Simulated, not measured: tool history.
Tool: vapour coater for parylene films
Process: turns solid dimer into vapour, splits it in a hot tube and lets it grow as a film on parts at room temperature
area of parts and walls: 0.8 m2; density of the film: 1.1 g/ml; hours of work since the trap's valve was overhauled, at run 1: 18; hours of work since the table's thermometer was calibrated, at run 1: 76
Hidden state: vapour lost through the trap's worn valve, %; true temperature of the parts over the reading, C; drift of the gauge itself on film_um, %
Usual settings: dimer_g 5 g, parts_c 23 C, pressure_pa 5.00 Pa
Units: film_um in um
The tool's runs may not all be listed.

run,hour,dimer_g,parts_c,pressure_pa,hours of work since the trap's valve was overhauled,hours of work since the table's thermometer was calibrated,film_um
1,0.0,5,23,5.00,18,76,4.29
2,54.7,5,23,5.00,41,99,4.26
3,98.7,8,23,5.00,59,117,6.83
4,136.3,8,23,5.00,75,133,6.78
5,208.5,8,23,5.00,106,163,6.74
6,279.8,5,28,5.00,135,193,3.19
7,326.4,5,28,5.00,155,212,3.23
8,400.0,5,28,5.00,186,243,3.18
9,462.8,5,28,7.48,212,270,3.08
10,529.3,5,25,5.00,240,298,3.58
11,595.8,2,23,5.00,268,326,1.55
12,636.1,2,23,5.00,285,342,1.55
13,669.4,5,23,5.00,299,356,3.83
# hour 723.6: trap's valve overhauled
14,743.3,5,23,5.00,8,386,4.31
15,810.6,5,23,5.00,37,414,4.26
16,845.6,5,25,5.00,51,429,3.89
17,893.0,5,25,5.00,71,449,3.86
18,961.1,5,25,5.00,100,477,3.76
19,1033.4,5,23,3.41,130,507,4.24
20,1076.7,5,23,5.00,148,526,4.11
21,1138.9,5,23,5.00,174,552,4.08
22,1187.3,5,23,5.00,195,572,4.00
23,1231.2,5,23,5.00,213,590,3.99
24,1279.3,5,23,5.00,233,611,4.03
25,1352.1,3,21,2.94,264,641,2.66
26,1422.4,3,29,5.32,293,671,1.77
27,1463.9,3,29,5.32,311,688,1.71
# hour 1487.6: trap's valve overhauled
28,1536.9,7,26,5.00,21,717,5.37
29,1605.4,4,22,5.00,49,746,3.65
30,1680.8,8,30,3.87,81,777,5.09
31,1714.3,3,18,5.83,95,791,3.12
32,1785.6,3,18,5.83,125,821,3.19
33,1832.8,5,23,3.88,145,841,4.25
34,1906.3,5,21,3.07,176,872,4.68
35,1983.2,5,21,3.07,208,904,4.62
36,2046.4,5,21,3.07,234,931,4.57
37,2105.5,5,24,10.33,259,956,3.58
38,2163.2,5,24,10.33,283,980,3.60
# hour 2182.9: table's thermometer calibrated
39,2232.6,6,31,10.33,312,21,3.02
# hour 2256.0: trap's valve overhauled
40,2293.9,6,29,5.29,16,45,3.96
41,2326.5,8,29,5.76,30,59,5.23
42,2384.6,3,29,5.76,54,83,1.90
43,2426.9,7,23,7.64,72,101,5.83
44,2476.0,3,21,5.00,92,121,2.76
45,2546.8,4,23,3.42,122,151,3.48
46,2594.7,5,27,4.85,142,171,3.42
47,2644.3,8,23,4.36,163,192,6.61
48,2719.5,8,23,4.36,194,223,6.57

Forecast each of these 3 alternatives for the next run:
A,2776.7,8,19,4.36,218,247,?
B,2776.7,8,18,5.00,218,247,?
C,2776.7,6,16,5.00,218,247,?

run,film_um
A,7.77
B,8.05
C,6.13
Without the tool's hidden state the same runs would have given:
run,film_um
A,8.46
B,8.75
C,6.75

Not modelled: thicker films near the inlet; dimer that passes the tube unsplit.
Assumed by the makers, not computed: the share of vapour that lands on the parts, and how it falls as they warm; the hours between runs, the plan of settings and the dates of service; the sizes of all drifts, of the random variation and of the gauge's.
